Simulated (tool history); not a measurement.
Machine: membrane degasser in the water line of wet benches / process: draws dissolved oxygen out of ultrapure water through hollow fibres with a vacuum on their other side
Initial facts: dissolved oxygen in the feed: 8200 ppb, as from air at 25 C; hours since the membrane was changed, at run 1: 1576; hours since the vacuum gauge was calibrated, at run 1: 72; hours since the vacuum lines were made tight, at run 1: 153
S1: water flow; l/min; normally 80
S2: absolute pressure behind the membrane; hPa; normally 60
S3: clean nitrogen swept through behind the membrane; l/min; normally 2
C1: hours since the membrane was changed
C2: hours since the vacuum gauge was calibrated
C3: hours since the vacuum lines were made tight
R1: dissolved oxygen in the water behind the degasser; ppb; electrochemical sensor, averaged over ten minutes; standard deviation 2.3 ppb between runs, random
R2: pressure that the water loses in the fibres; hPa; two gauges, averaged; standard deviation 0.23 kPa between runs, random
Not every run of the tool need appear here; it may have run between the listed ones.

run    hour   S1     S2    S3    C1    C2    C3     R1     R2
  1       0   80     60     2  1576    72   153  299.9  582.4
  2    28.4   80     60     2  1605   100   181  301.8  580.5
  3    57.8   80     60  1.03  1634   130   211  438.4  579.4
  4    85.3   80     60  1.03  1661   157   238  436.3  583.4
  5   126.7   80     60  1.62  1703   199   280  338.5  580.3
  6   152.8   80     60  5.13  1729   225   306  179.8  578.2
  7   189.8   80     60  5.13  1766   262   343  179.6  574.8
  8   224.5   80     60  5.13  1801   296   377  180.4  579.6
  9   259.5   80     60  5.13  1836   331   412  178.7  577.3
 10   291.2   80     60  5.13  1867   363   444  180.6  576.4
 11   329.4   80  133.5     2  1905   401   482  824.3  571.4
 12   368.7   80     60     2  1945   441   522  294.5  575.5
 13   407.4   80     60     2  1983   479   560  299.9  566.9
 14   453.5   80     60     2  2030   525   606  297.5  571.2
 15   492.2   80     60     2  2068   564   645    300  570.8
 16     514   80     60     2  2090   586   667  299.6  568.6
 17   535.7   80   99.8  4.98  2112   608   689  320.2  572.1
 18   555.8   80   99.8  4.98  2132   628   709  325.2    572
 19   590.8   64     90  1.38  2167   663   744  546.3    453
 20   635.3   77   42.2  1.38  2211   707   788  179.7    549
 21   664.8  110   89.4     2  2241   737   818    684  778.9
 22   685.9   51   49.9  1.02  2262   758   839  203.9  361.8
 23   714.9   51   49.9  1.02  2291   787   868  203.9  361.7
 24   747.9  119   70.5  3.14  2324   820   901  428.8  837.8
 25   778.7   92   85.2     2  2355   851   932  552.8  646.7
      805.7  -- gauge calibrated
 26   812.5   66   47.7  0.83  2389   884   965  263.6  482.7
 27   843.3   66   47.7  0.83  2419   915   996  267.1  480.2
 28   878.7   66   47.7  0.83  2455   951  1032  262.5  481.4
 29   908.1   66   47.7  0.83  2484   980  1061  259.1    478
 30   943.1   80   65.2  5.24  2519  1015  1096    196  581.4
 31   971.6   80   65.2  5.24  2548  1044  1124  197.1  577.4
 32  1006.3   80   65.2  5.24  2582  1078  1159    196  580.1

How the hidden state differs across the entries between the runs, from the last listed run before each to the first after it:
Run 25 -> run 26: gauge calibrated (hour 805.7)
  drift of the gauge itself on loss_of_pressure_kpa, %: -2.88 -> -0.03
  measured result minus the result with no hidden state, R2: -19 -> +0.1 hPa

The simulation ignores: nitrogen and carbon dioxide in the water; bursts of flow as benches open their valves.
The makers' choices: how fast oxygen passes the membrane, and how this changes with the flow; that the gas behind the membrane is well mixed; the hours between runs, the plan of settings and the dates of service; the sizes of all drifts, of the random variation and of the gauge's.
